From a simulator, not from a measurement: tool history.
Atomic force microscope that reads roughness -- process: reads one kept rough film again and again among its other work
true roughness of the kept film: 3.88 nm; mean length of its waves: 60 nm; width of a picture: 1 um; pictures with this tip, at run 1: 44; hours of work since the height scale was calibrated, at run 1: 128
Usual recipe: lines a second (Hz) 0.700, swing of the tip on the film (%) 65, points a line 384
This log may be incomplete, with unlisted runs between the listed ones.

| run | hour | lines a second (Hz) | swing of the tip on the film (%) | points a line | pictures with this tip | hours of work since the height scale was calibrated | roughness of the kept film (nm (root mean square)) |
|---|---|---|---|---|---|---|---|
| 1 | 0.0 | 0.700 | 65 | 384 | 44 | 128 | 3.532 |
| 2 | 5.0 | 0.700 | 65 | 384 | 52 | 131 | 3.548 |
| 3 | 13.8 | 0.700 | 65 | 384 | 64 | 135 | 3.515 |
| 4 | 19.5 | 0.700 | 65 | 750 | 73 | 138 | 3.509 |
| 5 | 28.7 | 0.700 | 65 | 750 | 86 | 142 | 3.466 |
| 6 | 37.3 | 0.700 | 65 | 384 | 99 | 147 | 3.459 |
| 7 | 45.2 | 0.700 | 65 | 384 | 110 | 150 | 3.410 |
| 8 | 49.0 | 0.700 | 65 | 384 | 116 | 152 | 3.398 |
| 9 | 56.7 | 0.700 | 65 | 384 | 127 | 156 | 3.410 |
| 10 | 63.1 | 0.700 | 65 | 384 | 136 | 159 | 3.385 |
| 11 | 70.7 | 0.700 | 60 | 384 | 147 | 163 | 3.405 |
|  | 77.4 | new tip fitted |
| 12 | 79.2 | 0.867 | 65 | 384 | 3 | 167 | 3.584 |
| 13 | 87.8 | 0.867 | 65 | 384 | 16 | 171 | 3.541 |
| 14 | 94.4 | 0.867 | 65 | 384 | 25 | 174 | 3.507 |
| 15 | 102.5 | 0.867 | 65 | 384 | 37 | 178 | 3.507 |
| 16 | 111.2 | 0.700 | 73 | 555 | 50 | 182 | 3.447 |
| 17 | 117.9 | 1.492 | 86 | 466 | 60 | 186 | 2.940 |
| 18 | 123.9 | 0.525 | 78 | 716 | 68 | 188 | 3.433 |
| 19 | 131.0 | 0.666 | 78 | 716 | 79 | 192 | 3.358 |
| 20 | 136.4 | 0.692 | 78 | 716 | 87 | 194 | 3.339 |
| 21 | 143.7 | 0.692 | 78 | 716 | 97 | 198 | 3.317 |
| 22 | 152.5 | 2.901 | 76 | 323 | 110 | 202 | 2.770 |
| 23 | 160.0 | 1.242 | 65 | 384 | 121 | 206 | 3.300 |
| 24 | 166.3 | 1.242 | 65 | 384 | 130 | 209 | 3.276 |
| 25 | 171.8 | 1.242 | 65 | 384 | 138 | 212 | 3.271 |
| 26 | 178.8 | 1.242 | 64 | 851 | 148 | 215 | 3.282 |

5 options for the next run, each taken on its own from the tool as it stands now. Forecast them:
|  | 184.7 | new tip fitted |
| A | 186.4 | 0.683 | 55 | 347 | 3 | 219 | ? |
|  | 184.7 | new tip fitted |
| B | 186.4 | 0.927 | 73 | 384 | 3 | 219 | ? |
|  | 184.7 | new tip fitted |
| C | 186.4 | 1.242 | 64 | 939 | 3 | 219 | ? |
|  | 184.7 | new tip fitted |
| D | 186.4 | 1.983 | 64 | 377 | 3 | 219 | ? |
|  | 184.7 | new tip fitted |
| E | 186.4 | 3.416 | 62 | 982 | 3 | 219 | ? |

| run | roughness of the kept film (nm (root mean square)) |
|---|---|
| A | 3.675 |
| B | 3.463 |
| C | 3.520 |
| D | 3.410 |
| E | 3.282 |
The same runs, with their run-to-run variation unchanged, on a tool lacking any hidden condition would have given:
| run | roughness of the kept film (nm (root mean square)) |
|---|---|
| A | 3.694 |
| B | 3.482 |
| C | 3.539 |
| D | 3.427 |
| E | 3.299 |
